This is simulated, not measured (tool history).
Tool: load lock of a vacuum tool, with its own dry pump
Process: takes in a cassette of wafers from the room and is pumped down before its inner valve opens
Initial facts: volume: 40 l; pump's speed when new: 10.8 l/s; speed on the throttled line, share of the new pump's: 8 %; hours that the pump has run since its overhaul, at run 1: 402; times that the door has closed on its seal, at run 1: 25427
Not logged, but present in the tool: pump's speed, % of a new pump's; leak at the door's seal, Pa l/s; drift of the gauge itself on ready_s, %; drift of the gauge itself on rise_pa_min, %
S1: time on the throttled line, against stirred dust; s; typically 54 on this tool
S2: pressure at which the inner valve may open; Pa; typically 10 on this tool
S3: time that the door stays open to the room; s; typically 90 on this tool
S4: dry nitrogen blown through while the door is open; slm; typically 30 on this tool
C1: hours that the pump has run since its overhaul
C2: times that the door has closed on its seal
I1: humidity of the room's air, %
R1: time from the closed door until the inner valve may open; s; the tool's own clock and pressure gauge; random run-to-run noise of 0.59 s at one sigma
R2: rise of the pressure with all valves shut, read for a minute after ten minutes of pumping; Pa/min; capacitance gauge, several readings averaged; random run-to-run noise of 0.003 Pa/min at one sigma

run    hour  S1  S2   S3  S4    C1     C2    I1     R1     R2
  1       0  54  10   90  30   402  25427  45.2   84.2   0.23
  2   215.2  54  10   90  30   617  25891  43.2   83.6   0.23
  3   548.2  54  10   90  30   950  26609  42.1   84.3  0.239
  4   703.7  54  10   90  40  1106  26944    46   84.3  0.252
  5  1030.8  54  10   90  40  1433  27649  47.1   85.6  0.259
  6  1259.2  54  10   90  40  1661  28142  46.2   86.1  0.258
  7  1471.7  54  10   90  40  1874  28600  48.5   84.5  0.274
  8  1724.5  96  10  185  25  2126  29145  45.4  124.2   0.29
  9  2011.2  96  10  185  25  2413  29763  49.5    123  0.296
 10  2214.4  54  11  114  30  2616  30201  47.3   84.6  0.308
 11  2522.6  29  11  240  10  2924  30866  47.4     63  0.359
 12  2672.6  54  10   27  30  3074  31189  43.3     86  0.304
 13    2826  54  10   27  30  3228  31520    45   85.8  0.313

Forecast each of these 3 alternatives for the next run:
  A  3106.1  29   9  181  30  3508  32124  44.2   ?   ?
  B  3106.1  54  12   27  30  3508  32124  42.7   ?   ?
  C  3106.1  61  18   90  17  3508  32124  48.8   ?   ?

run    R1     R2
  A  64.6  0.343
  B  85.9  0.331
  C  91.2  0.344
What these runs would have given with no unlogged condition in the tool:
run    R1     R2
  A  61.6  0.029
  B  83.2  0.013
  C  88.7  0.031
